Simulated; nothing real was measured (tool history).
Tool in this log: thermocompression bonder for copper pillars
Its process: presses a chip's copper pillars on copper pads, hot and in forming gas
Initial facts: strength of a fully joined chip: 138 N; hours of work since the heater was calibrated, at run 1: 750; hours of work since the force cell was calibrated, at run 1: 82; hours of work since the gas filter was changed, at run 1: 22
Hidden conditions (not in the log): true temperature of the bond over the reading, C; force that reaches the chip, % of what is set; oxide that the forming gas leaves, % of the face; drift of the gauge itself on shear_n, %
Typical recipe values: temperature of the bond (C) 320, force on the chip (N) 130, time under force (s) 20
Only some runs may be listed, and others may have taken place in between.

run	hour	temperature of the bond (C)	force on the chip (N)	time under force (s)	hours of work since the heater was calibrated	hours of work since the force cell was calibrated	hours of work since the gas filter was changed	force that shears a chip off (N)
1	0	320	130	20	750	82	22	83
2	22.7	320	130	20	760	92	32	79.7
3	54.3	320	130	20	774	106	47	82.1
4	77.6	320	130	20	785	117	57	82.4
5	107.6	320	130	20	798	130	71	81.5
6	122.2	320	130	20	805	137	78	82.6
7	141.2	320	130	20	814	146	86	80.3
8	173.3	320	130	20	828	160	101	82.9
9	193.2	320	116	20	837	169	110	79.6
10	223.5	320	116	20	851	183	123	78.1
11	248.7	291	130	20	862	194	135	57.6
12	262.5	320	130	11	869	201	141	68.2
13	285.5	320	130	11	879	211	152	67.9
14	309.6	320	130	20	890	222	162	81.5
15	331.4	320	130	20	900	232	172	81.5
16	362.4	320	130	20	914	246	186	81
17	386.5	320	130	20	925	257	197	81.7
18	408.5	320	130	20	935	267	207	83.2
19	429.9	320	130	20	944	276	217	81.1
20	446	320	130	20	952	284	224	81.8
21	471.2	320	130	20	963	295	236	80.8
22	500.9	315	116	20	977	308	249	73.4
23	525.8	315	116	20	988	320	260	74.4
24	557.8	325	81	20	1002	334	275	70.2
25	589.8	325	81	20	1017	349	289	71.3
26	612.9	317	81	14	1027	359	300	55.8
# hour 642.9: heater calibrated with a thermocouple chip
27	642.9	340	85	20	0	372	313	83
28	664.1	320	130	24	10	382	322	86.8
29	689.9	320	132	28	21	393	334	92.6
30	713	301	165	28	32	404	344	82.2
# hour 726.8: forming gas filter changed
31	738.2	301	165	28	43	415	5	81.8
32	754.8	313	130	10	50	422	13	59.8
33	784.8	339	136	20	64	436	26	98.5
34	805.1	327	120	15	73	445	35	78.9
35	830.1	320	127	20	85	457	47	79.4

The next listed run, before its measurement:
36	860.3	327	157	21	98	470	60	?

force that shears a chip off (N): 94.7
Were there no unlogged condition in the tool, this run, its random variation unchanged, would have produced force that shears a chip off (N) 94.8.

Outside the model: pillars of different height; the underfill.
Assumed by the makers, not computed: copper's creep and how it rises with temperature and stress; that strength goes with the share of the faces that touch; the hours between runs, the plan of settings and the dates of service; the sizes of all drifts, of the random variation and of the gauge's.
